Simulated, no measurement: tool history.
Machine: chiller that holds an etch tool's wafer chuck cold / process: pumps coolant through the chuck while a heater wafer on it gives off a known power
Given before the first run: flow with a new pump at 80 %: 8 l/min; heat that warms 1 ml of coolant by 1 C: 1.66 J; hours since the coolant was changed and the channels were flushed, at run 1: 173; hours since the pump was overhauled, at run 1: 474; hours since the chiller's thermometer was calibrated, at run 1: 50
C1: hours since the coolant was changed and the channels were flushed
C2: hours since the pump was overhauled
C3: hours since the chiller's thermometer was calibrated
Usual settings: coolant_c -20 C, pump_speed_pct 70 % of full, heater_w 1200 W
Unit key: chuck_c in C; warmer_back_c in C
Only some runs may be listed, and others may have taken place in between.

Run 1, hour 0: usual settings; C1 173; C2 474; C3 50. Result: chuck_c -10.5 C, warmer_back_c 6.21 C.
Run 2, hour 24.3: usual settings; C1 197; C2 498; C3 74. Result: chuck_c -10.5 C, warmer_back_c 6.12 C.
Run 3, hour 41: usual settings; C1 214; C2 514; C3 91. Result: chuck_c -10.5 C, warmer_back_c 6.12 C.
Run 4, hour 59.3: usual settings but heater_w 908 W; C1 232; C2 533; C3 109. Result: chuck_c -12.7 C, warmer_back_c 4.67 C.
Run 5, hour 94.6: usual settings but heater_w 908 W; C1 267; C2 568; C3 144. Result: chuck_c -12.9 C, warmer_back_c 4.6 C.
Run 6, hour 120.9: usual settings but heater_w 908 W; C1 294; C2 594; C3 171. Result: chuck_c -12.7 C, warmer_back_c 4.55 C.
Run 7, hour 140.1: usual settings; C1 313; C2 614; C3 190. Result: chuck_c -10.6 C, warmer_back_c 6.06 C.
Run 8, hour 162.6: usual settings; C1 335; C2 636; C3 212. Result: chuck_c -10.3 C, warmer_back_c 6.02 C.
Run 9, hour 195: usual settings; C1 368; C2 669; C3 245. Result: chuck_c -10.5 C, warmer_back_c 5.93 C.
Run 10, hour 210: usual settings; C1 383; C2 683; C3 260. Result: chuck_c -10.6 C, warmer_back_c 5.97 C.
Run 11, hour 230.9: usual settings but heater_w 886 W; C1 404; C2 704; C3 281. Result: chuck_c -12.8 C, warmer_back_c 4.35 C.
Run 12, hour 261: usual settings but heater_w 886 W; C1 434; C2 735; C3 311. Result: chuck_c -13 C, warmer_back_c 4.28 C.
Run 13, hour 278.8: usual settings but heater_w 886 W; C1 452; C2 752; C3 329. Result: chuck_c -12.9 C, warmer_back_c 4.3 C.
Run 14, hour 307.1: usual settings but coolant_c -22 C, heater_w 886 W; C1 480; C2 781; C3 357. Result: chuck_c -15.1 C, warmer_back_c 4.26 C.
Run 15, hour 335.3: usual settings but coolant_c -22 C, pump_speed_pct 72 % of full, heater_w 886 W; C1 508; C2 809; C3 385. Result: chuck_c -15 C, warmer_back_c 4.09 C.
At hour 355.2: gauge calibrated.
Run 16, hour 370.8: usual settings but coolant_c -22 C, pump_speed_pct 72 % of full, heater_w 886 W; C1 544; C2 844; C3 421. Result: chuck_c -15 C, warmer_back_c 4.42 C.
Run 17, hour 394.3: usual settings but coolant_c -25 C, pump_speed_pct 88 % of full, heater_w 711 W; C1 567; C2 868; C3 444. Result: chuck_c -20 C, warmer_back_c 2.9 C.
Run 18, hour 419.7: usual settings but coolant_c -29 C, pump_speed_pct 88 % of full, heater_w 628 W; C1 592; C2 893; C3 470. Result: chuck_c -24.9 C, warmer_back_c 2.51 C.
Run 19, hour 439.7: usual settings but coolant_c -26 C, pump_speed_pct 78 % of full; C1 612; C2 913; C3 490. Result: chuck_c -17.2 C, warmer_back_c 5.5 C.
Run 20, hour 473.4: usual settings but coolant_c -28 C, heater_w 1614 W; C1 646; C2 947; C3 523. Result: chuck_c -15.3 C, warmer_back_c 8.29 C.
Run 21, hour 502.6: usual settings but pump_speed_pct 74 % of full, heater_w 973 W; C1 675; C2 976; C3 553. Result: chuck_c -12.6 C, warmer_back_c 4.55 C.
Run 22, hour 521: usual settings but coolant_c -26 C, pump_speed_pct 92 % of full; C1 694; C2 995; C3 571. Result: chuck_c -18.1 C, warmer_back_c 4.61 C.
Run 23, hour 537.5: usual settings but coolant_c -14 C, pump_speed_pct 72 % of full, heater_w 1371 W; C1 710; C2 1011; C3 587. Result: chuck_c -3.3 C, warmer_back_c 6.67 C.
Run 24, hour 569.6: usual settings but coolant_c -14 C, pump_speed_pct 72 % of full, heater_w 1371 W; C1 742; C2 1043; C3 619. Result: chuck_c -3.3 C, warmer_back_c 6.65 C.
Run 25, hour 588.4: usual settings but coolant_c -29 C, pump_speed_pct 69 % of full, heater_w 1371 W; C1 761; C2 1062; C3 638. Result: chuck_c -18.1 C, warmer_back_c 6.88 C.
Run 26, hour 605: usual settings but coolant_c -28 C, heater_w 838 W; C1 778; C2 1078; C3 655. Result: chuck_c -21.6 C, warmer_back_c 4.05 C.
Run 27, hour 639.7: usual settings but coolant_c -12 C, pump_speed_pct 86 % of full, heater_w 716 W; C1 812; C2 1113; C3 690. Result: chuck_c -7.1 C, warmer_back_c 2.72 C.
Run 28, hour 665.5: usual settings but coolant_c -12 C, pump_speed_pct 86 % of full, heater_w 716 W; C1 838; C2 1139; C3 715. Result: chuck_c -7.1 C, warmer_back_c 2.75 C.
Run 29, hour 697.3: usual settings but coolant_c -13 C, pump_speed_pct 60 % of full, heater_w 1404 W; C1 870; C2 1171; C3 747. Result: chuck_c -0.6 C, warmer_back_c 8.1 C.
Run 30, hour 715.6: usual settings but coolant_c -13 C, pump_speed_pct 69 % of full, heater_w 1404 W; C1 888; C2 1189; C3 765. Result: chuck_c -1.8 C, warmer_back_c 6.99 C.
Run 31, hour 735.5: usual settings but pump_speed_pct 71 % of full, heater_w 958 W; C1 908; C2 1209; C3 785. Result: chuck_c -12.6 C, warmer_back_c 4.49 C.
Run 32, hour 750.6: usual settings but pump_speed_pct 71 % of full, heater_w 1046 W; C1 923; C2 1224; C3 800. Result: chuck_c -11.6 C, warmer_back_c 4.9 C.

Here are 3 independent what-if runs from the current tool condition. What would each one return?
Run A, hour 776.5: usual settings but coolant_c -29 C; C1 949; C2 1250; C3 826. Result: chuck_c ?, warmer_back_c ?.
Run B, hour 776.5: usual settings but pump_speed_pct 76 % of full, heater_w 1636 W; C1 949; C2 1250; C3 826. Result: chuck_c ?, warmer_back_c ?.
Run C, hour 776.5: usual settings but coolant_c -24 C, pump_speed_pct 98 % of full, heater_w 1046 W; C1 949; C2 1250; C3 826. Result: chuck_c ?, warmer_back_c ?.

run  chuck_c  warmer_back_c
  A    -19.4           5.69
  B     -7.9            7.4
  C    -17.3           3.44
With no hidden state in the tool, these same runs would have given:
run  chuck_c  warmer_back_c
  A    -19.4           6.12
  B     -7.9           7.83
  C    -17.3           3.88
